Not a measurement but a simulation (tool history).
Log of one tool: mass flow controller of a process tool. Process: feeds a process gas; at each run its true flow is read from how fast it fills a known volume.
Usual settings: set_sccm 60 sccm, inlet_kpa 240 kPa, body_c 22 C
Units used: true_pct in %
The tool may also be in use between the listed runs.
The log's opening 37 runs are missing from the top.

run,day,set_sccm,inlet_kpa,body_c,true_pct
38,371.738,72,240,30,99.48
39,378.971,72,240,30,99.64
40,385.038,72,240,30,99.59
41,395.854,72,143,30,99.69
42,404.738,60,235,24,99.80
43,416.950,60,235,24,99.89
44,423.775,36,157,26,102.67
45,437.912,31,240,22,103.50
46,449.167,31,167,21,103.43
47,463.588,28,198,37,105.25

Consider 5 possible next runs. They are alternatives, not a sequence: every one starts from the tool as it was left by run 47. What does each give?
A,474.821,26,240,22,?
B,474.821,25,204,28,?
C,474.821,124,198,22,?
D,474.821,55,142,26,?
E,474.821,167,228,29,?

run,true_pct
A,105.13
B,105.93
C,97.93
D,100.54
E,97.93
Without the tool's unlogged condition, the same runs would have read:
run,true_pct
A,98.96
B,99.36
C,99.48
D,99.52
E,100.01
